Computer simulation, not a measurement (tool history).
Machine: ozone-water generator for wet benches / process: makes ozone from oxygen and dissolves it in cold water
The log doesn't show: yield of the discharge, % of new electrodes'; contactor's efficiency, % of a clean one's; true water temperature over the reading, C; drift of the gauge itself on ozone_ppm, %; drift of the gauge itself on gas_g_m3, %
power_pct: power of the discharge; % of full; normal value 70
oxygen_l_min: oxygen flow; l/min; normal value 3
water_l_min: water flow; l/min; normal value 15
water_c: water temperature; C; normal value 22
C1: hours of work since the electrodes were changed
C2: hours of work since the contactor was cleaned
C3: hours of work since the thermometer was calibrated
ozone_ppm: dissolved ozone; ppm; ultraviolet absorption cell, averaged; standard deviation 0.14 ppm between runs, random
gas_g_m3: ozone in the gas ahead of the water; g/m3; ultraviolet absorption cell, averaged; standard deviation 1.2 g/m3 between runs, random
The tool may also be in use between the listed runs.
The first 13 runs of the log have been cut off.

{"run": 14, "hour": 1879.4, "power_pct": 70, "oxygen_l_min": 3, "water_l_min": 15, "water_c": 22, "C1": 3742, "C2": 6079, "C3": 1441, "ozone_ppm": 13.6, "gas_g_m3": 209.9}
{"run": 15, "hour": 2048.3, "power_pct": 70, "oxygen_l_min": 3, "water_l_min": 15, "water_c": 22, "C1": 3875, "C2": 6212, "C3": 1574, "ozone_ppm": 13.3, "gas_g_m3": 208.7}
{"run": 16, "hour": 2203.0, "power_pct": 70, "oxygen_l_min": 3, "water_l_min": 15, "water_c": 22, "C1": 3998, "C2": 6334, "C3": 1696, "ozone_ppm": 13.2, "gas_g_m3": 207.8}
{"run": 17, "hour": 2316.7, "power_pct": 70, "oxygen_l_min": 3, "water_l_min": 15, "water_c": 22, "C1": 4087, "C2": 6424, "C3": 1786, "ozone_ppm": 13.1, "gas_g_m3": 210.5}
{"run": 18, "hour": 2476.3, "power_pct": 70, "oxygen_l_min": 2.92, "water_l_min": 15, "water_c": 16, "C1": 4213, "C2": 6550, "C3": 1912, "ozone_ppm": 14, "gas_g_m3": 211}
{"run": 19, "hour": 2612.6, "power_pct": 46, "oxygen_l_min": 1.77, "water_l_min": 14, "water_c": 16, "C1": 4321, "C2": 6657, "C3": 2019, "ozone_ppm": 8.7, "gas_g_m3": 172}
{"run": 20, "hour": 2704.5, "power_pct": 76, "oxygen_l_min": 1.77, "water_l_min": 14, "water_c": 16, "C1": 4393, "C2": 6730, "C3": 2092, "ozone_ppm": 13.5, "gas_g_m3": 264.4}
{"run": 21, "hour": 2836.6, "power_pct": 76, "oxygen_l_min": 1.77, "water_l_min": 14, "water_c": 16, "C1": 4498, "C2": 6834, "C3": 2196, "ozone_ppm": 13.3, "gas_g_m3": 260.6}
{"run": 22, "hour": 2960.1, "power_pct": 76, "oxygen_l_min": 1.77, "water_l_min": 14, "water_c": 16, "C1": 4595, "C2": 6932, "C3": 2294, "ozone_ppm": 13.5, "gas_g_m3": 261.5}
{"run": 23, "hour": 3138.1, "power_pct": 76, "oxygen_l_min": 2.18, "water_l_min": 20, "water_c": 19, "C1": 4736, "C2": 7072, "C3": 2434, "ozone_ppm": 9.2, "gas_g_m3": 245.6}
{"run": 24, "hour": 3289.3, "power_pct": 70, "oxygen_l_min": 3.87, "water_l_min": 14, "water_c": 22, "C1": 4855, "C2": 7191, "C3": 2554, "ozone_ppm": 14.6, "gas_g_m3": 190}
{"run": 25, "hour": 3398.8, "power_pct": 70, "oxygen_l_min": 3.87, "water_l_min": 14, "water_c": 22, "C1": 4941, "C2": 7278, "C3": 2640, "ozone_ppm": 14.3, "gas_g_m3": 188.4}
{"run": 26, "hour": 3501.7, "power_pct": 70, "oxygen_l_min": 3.87, "water_l_min": 14, "water_c": 22, "C1": 5023, "C2": 7359, "C3": 2721, "ozone_ppm": 14.5, "gas_g_m3": 188.5}
{"run": 27, "hour": 3716.7, "power_pct": 70, "oxygen_l_min": 3.87, "water_l_min": 14, "water_c": 22, "C1": 5192, "C2": 7529, "C3": 2891, "ozone_ppm": 14.5, "gas_g_m3": 187.4}
{"run": 28, "hour": 3916.5, "power_pct": 70, "oxygen_l_min": 2.08, "water_l_min": 14, "water_c": 26, "C1": 5350, "C2": 7686, "C3": 3049, "ozone_ppm": 11.7, "gas_g_m3": 229.6}
{"run": 29, "hour": 4026.4, "power_pct": 70, "oxygen_l_min": 2.08, "water_l_min": 14, "water_c": 26, "C1": 5437, "C2": 7773, "C3": 3135, "ozone_ppm": 11.6, "gas_g_m3": 230.9}
{"run": 30, "hour": 4186.8, "power_pct": 56, "oxygen_l_min": 1.8, "water_l_min": 11, "water_c": 25, "C1": 5563, "C2": 7900, "C3": 3262, "ozone_ppm": 11.8, "gas_g_m3": 198.4}
{"run": 31, "hour": 4392.2, "power_pct": 58, "oxygen_l_min": 1.8, "water_l_min": 20, "water_c": 25, "C1": 5725, "C2": 8062, "C3": 3424, "ozone_ppm": 6.3, "gas_g_m3": 204.4}
{"run": 32, "hour": 4499.4, "power_pct": 58, "oxygen_l_min": 1.8, "water_l_min": 20, "water_c": 25, "C1": 5810, "C2": 8147, "C3": 3509, "ozone_ppm": 6.2, "gas_g_m3": 203.5}
{"run": 33, "hour": 4683.6, "power_pct": 99, "oxygen_l_min": 3.78, "water_l_min": 15, "water_c": 22, "C1": 5955, "C2": 8292, "C3": 3654, "ozone_ppm": 17.3, "gas_g_m3": 251.9}

Forecast each of these 3 alternatives for the next run:
{"run": "A", "hour": 4810.6, "power_pct": 83, "oxygen_l_min": 3.06, "water_l_min": 15, "water_c": 23, "C1": 6056, "C2": 8392, "C3": 3754, "ozone_ppm": "?", "gas_g_m3": "?"}
{"run": "B", "hour": 4810.6, "power_pct": 70, "oxygen_l_min": 2.14, "water_l_min": 15, "water_c": 22, "C1": 6056, "C2": 8392, "C3": 3754, "ozone_ppm": "?", "gas_g_m3": "?"}
{"run": "C", "hour": 4810.6, "power_pct": 99, "oxygen_l_min": 3.78, "water_l_min": 19, "water_c": 16, "C1": 6056, "C2": 8392, "C3": 3754, "ozone_ppm": "?", "gas_g_m3": "?"}

run=A ozone_ppm=14.2 gas_g_m3=229.2
run=B ozone_ppm=11.1 gas_g_m3=225.1
run=C ozone_ppm=14.7 gas_g_m3=250.5
Take away the tool's hidden state, keep each run's random variation, and the runs would have read:
run=A ozone_ppm=18.1 gas_g_m3=253.9
run=B ozone_ppm=14 gas_g_m3=246.2
run=C ozone_ppm=19.3 gas_g_m3=281.4

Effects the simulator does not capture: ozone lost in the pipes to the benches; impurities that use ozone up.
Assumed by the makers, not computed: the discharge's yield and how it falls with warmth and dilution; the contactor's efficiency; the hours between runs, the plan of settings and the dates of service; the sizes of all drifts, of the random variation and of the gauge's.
